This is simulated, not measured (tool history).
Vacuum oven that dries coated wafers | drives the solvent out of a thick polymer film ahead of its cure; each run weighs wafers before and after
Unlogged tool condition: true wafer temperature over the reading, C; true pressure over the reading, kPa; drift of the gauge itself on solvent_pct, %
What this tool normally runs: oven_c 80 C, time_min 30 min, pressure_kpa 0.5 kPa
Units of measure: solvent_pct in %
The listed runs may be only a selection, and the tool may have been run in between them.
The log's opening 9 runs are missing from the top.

run	day	oven_c	time_min	pressure_kpa	hours of work since the thermocouples were calibrated	hours of work since the vacuum gauge was cleaned of residue	solvent_pct
10	10.058	80	18	0.5	814	416	9.35
11	11	80	18	0.5	829	431	9.25
12	12.254	80	30	0.5	849	451	5.93
13	13.183	80	30	0.5	863	465	5.96
14	14.254	80	38	0.5	880	482	4.41
15	15.425	80	19	0.5	898	500	8.91
16	16.767	91	16	0.801	919	521	6.28
17	17.721	80	36	1.268	934	536	5.43
18	19.404	80	36	1.268	960	563	5.38
19	21.083	80	36	1.268	987	589	5.39
20	22.362	69	36	1.213	1007	609	9.69
21	23.329	80	53	1.032	1022	624	3.17
# day 23.512: vacuum gauge cleaned of residue and calibrated
22	24.5	80	53	1.032	1039	15	3.27
23	25.796	70	30	0.5	1059	36	9.92
24	27.396	66	30	0.5	1085	61	11.34
# day 28.442: vacuum gauge cleaned of residue and calibrated, once more
25	28.971	80	30	0.884	1108	8	6.29
26	30.029	94	30	1.373	1125	25	2.25
27	31.3	93	34	0.5	1145	45	1.59
# day 31.908: oven's thermocouples calibrated
28	32.996	93	34	0.5	17	70	1.36
29	33.729	93	34	0.5	28	81	1.4
30	35.425	80	27	0.561	55	108	6.3

Here are 4 independent what-if runs from the current tool condition. What would each one return?
A	36.312	82	33	0.373	69	122	?
B	36.312	82	20	0.669	69	122	?
C	36.312	80	27	1.215	69	122	?
D	36.312	94	34	0.963	69	122	?

run	solvent_pct
A	4.3
B	7.6
C	6.75
D	1.39
The same runs, with their run-to-run variation unchanged, on a tool lacking any hidden condition would have given:
run	solvent_pct
A	4.08
B	7.37
C	6.51
D	1.29
